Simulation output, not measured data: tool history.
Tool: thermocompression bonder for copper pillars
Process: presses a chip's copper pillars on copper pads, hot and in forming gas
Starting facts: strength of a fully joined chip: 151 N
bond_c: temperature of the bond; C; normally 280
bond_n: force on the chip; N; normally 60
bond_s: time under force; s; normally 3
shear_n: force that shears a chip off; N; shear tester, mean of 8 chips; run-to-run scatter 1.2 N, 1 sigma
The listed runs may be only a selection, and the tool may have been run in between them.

run   hour  bond_c  bond_n  bond_s  shear_n
  1    0.0     280      60       3     99.9
  2    7.4     280      78       3    114.5
  3   17.0     280      78       3    116.2
  4   28.8     280      78       3    112.7
  5   36.1     280      60       3     98.7
  6   41.3     280      60       3    100.3
  7   52.8     280      60       3     99.6
  8   62.8     280      60       3     98.6
  9   71.6     280      60       3    100.6
 10   78.9     280      60       3     99.3
      83.4  -- forming gas filter changed
 11   87.5     280      60       3    111.4
 12   99.6     280      60       3    110.3
 13  109.2     280      54       3    104.6
 14  117.2     280      54       3    104.9
 15  124.2     280      55       3    104.2
 16  130.0     280      55       3    104.8
 17  135.4     280      55       3    106.4
 18  142.2     280      46       2     81.6
 19  147.6     280      43       7    110.5
 20  159.8     280      60       7    129.7
 21  170.3     280      60       7    127.5
 22  178.8     267      77       3    113.6
 23  187.3     279      60       3    107.1
 24  198.7     297      48       5    119.5
 25  206.6     297      48       5    119.9
 26  213.3     260      69       2     89.9
 27  223.7     309      60       7    138.9
 28  235.6     280      85       3    124.4
 29  247.8     283      85       2    118.4
 30  258.1     302      54       2    108.1
 31  268.4     276      54       2     85.9
 32  278.5     276      54       2     88.2

Difference, measured minus no-hidden-state, one row per run. Run-to-run variation is common to both terms; the gauge's own scatter need not be:
What the log doesn't record here: true temperature of the bond over the reading, C; force that reaches the chip, % of what is set; oxide that the forming gas leaves, % of the face; drift of the gauge itself on shear_n, %.
run  shear_n
  1     -6.2
  2     -8.1
  3     -8.7
  4     -8.6
  5     -6.8
  6     -7.0
  7     -7.1
  8     -7.3
  9     -7.6
 10     -7.6
 11     +3.8
 12     +3.4
 13     +3.5
 14     +3.4
 15     +3.2
 16     +3.1
 17     +3.0
 18     +3.0
 19     +2.5
 20     +1.3
 21     +1.0
 22     +2.1
 23     +1.9
 24     +0.7
 25     +0.5
 26     +2.4
 27     -2.1
 28     -0.4
 29     -0.1
 30     +0.2
 31     +1.2
 32     +1.2
